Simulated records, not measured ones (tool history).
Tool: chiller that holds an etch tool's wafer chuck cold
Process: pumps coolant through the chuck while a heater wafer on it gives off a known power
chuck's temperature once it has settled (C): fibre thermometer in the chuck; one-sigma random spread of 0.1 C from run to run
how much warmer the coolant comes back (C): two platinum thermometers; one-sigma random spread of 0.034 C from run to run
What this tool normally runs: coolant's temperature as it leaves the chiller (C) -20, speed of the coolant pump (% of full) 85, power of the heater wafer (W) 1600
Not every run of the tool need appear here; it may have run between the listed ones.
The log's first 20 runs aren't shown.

run    hour  coolant's temperature as it leaves the chiller (C)  speed of the coolant pump (% of full)  power of the heater wafer (W)  hours since the coolant was changed and the channels were flushed  hours since the pump was overhauled  hours since the chiller's thermometer was calibrated  chuck's temperature once it has settled (C)  how much warmer the coolant comes back (C)
 21   972.4                                                 -20                                     94                           2068                                                               2903                                 2903                                                  1510                                           -6                                        6.55
 22  1008.2                                                 -30                                     85                           1513                                                               2939                                 2939                                                  1546                                        -18.9                                        5.32
 23  1040.6                                                 -20                                     85                            885                                                               2971                                 2971                                                  1578                                        -13.7                                        3.15
 24  1082.8                                                 -20                                     85                            885                                                               3013                                 3013                                                  1620                                        -13.5                                        3.16
 25  1144.3                                                 -20                                     85                            885                                                               3075                                 3075                                                  1682                                        -13.6                                        3.16
 26  1197.3                                                 -21                                     85                           1600                                                               3128                                 3128                                                  1735                                           -9                                        5.71
 27  1254.7                                                 -19                                     85                            807                                                               3185                                 3185                                                  1792                                        -13.3                                        2.81
 28  1300.3                                                 -19                                     85                            807                                                               3231                                 3231                                                  1838                                        -13.3                                        2.86
 29  1347.8                                                 -19                                     85                            807                                                               3278                                 3278                                                  1885                                          -13                                        2.88
 30  1408.3                                                 -19                                     85                            807                                                               3339                                 3339                                                  1946                                          -13                                        2.88
 31  1480.7                                                 -19                                     64                            844                                                               3411                                 3411                                                  2018                                          -11                                        4.07

Forecast each of these 5 alternatives for the next run:
  A  1526.2                                                 -26                                     85                           1286                                                               3457                                 3457                                                  2064                                            ?                                           ?
  B  1526.2                                                 -14                                     64                            844                                                               3457                                 3457                                                  2064                                            ?                                           ?
  C  1526.2                                                 -19                                     63                            844                                                               3457                                 3457                                                  2064                                            ?                                           ?
  D  1526.2                                                 -23                                     95                            812                                                               3457                                 3457                                                  2064                                            ?                                           ?
  E  1526.2                                                 -19                                     83                            844                                                               3457                                 3457                                                  2064                                            ?                                           ?

run  chuck's temperature once it has settled (C)  how much warmer the coolant comes back (C)
  A                                        -16.2                                        4.65
  B                                         -6.3                                        4.08
  C                                        -10.9                                         4.1
  D                                        -17.6                                         2.6
  E                                        -12.7                                        3.09
The same runs, with their run-to-run variation unchanged, on a tool lacking any hidden condition would have given:
run  chuck's temperature once it has settled (C)  how much warmer the coolant comes back (C)
  A                                        -17.8                                        4.09
  B                                         -7.5                                        3.59
  C                                        -12.1                                         3.6
  D                                        -18.3                                        2.29
  E                                        -13.6                                        2.71

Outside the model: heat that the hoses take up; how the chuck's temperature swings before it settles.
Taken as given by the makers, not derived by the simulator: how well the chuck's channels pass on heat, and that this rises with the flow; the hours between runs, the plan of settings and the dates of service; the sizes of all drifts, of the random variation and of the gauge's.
